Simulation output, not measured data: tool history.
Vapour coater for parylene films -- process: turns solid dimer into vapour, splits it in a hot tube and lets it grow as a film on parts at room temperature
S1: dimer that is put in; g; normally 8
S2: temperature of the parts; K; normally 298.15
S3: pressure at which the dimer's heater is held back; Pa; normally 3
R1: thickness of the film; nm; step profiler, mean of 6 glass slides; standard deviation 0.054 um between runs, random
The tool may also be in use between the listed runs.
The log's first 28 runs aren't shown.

run 29 hour=533.9 | S1=10 S2=298.15 S3=2.01 | R1=7000
run 30 hour=553.5 | S1=8 S2=298.15 S3=3.83 | R1=5190
run 31 hour=566.5 | S1=8 S2=298.15 S3=3.83 | R1=5170
-- hour=572.8 trap's valve overhauled
run 32 hour=594.9 | S1=3 S2=309.15 S3=3.83 | R1=1150
run 33 hour=610.3 | S1=8 S2=298.15 S3=3 | R1=4950
run 34 hour=628 | S1=11 S2=296.15 S3=3.82 | R1=7120
run 35 hour=645.8 | S1=8 S2=294.15 S3=11.55 | R1=4880
run 36 hour=675.1 | S1=11 S2=294.15 S3=11.12 | R1=6750
run 37 hour=697.7 | S1=11 S2=294.15 S3=11.12 | R1=6770
run 38 hour=713.4 | S1=11 S2=294.15 S3=11.12 | R1=6670
-- hour=725.2 trap's valve overhauled, once more
run 39 hour=745.5 | S1=4 S2=305.15 S3=5.99 | R1=2040
run 40 hour=765.7 | S1=4 S2=305.15 S3=5.99 | R1=2080

Forecast run 41:
run 41 hour=793.7 | S1=4 S2=292.15 S3=3.48 | R1=?

Logged for run 41: R1 3790 nm.
Were there no unlogged condition in the tool, this run, its random variation unchanged, would have produced R1 3960 nm.
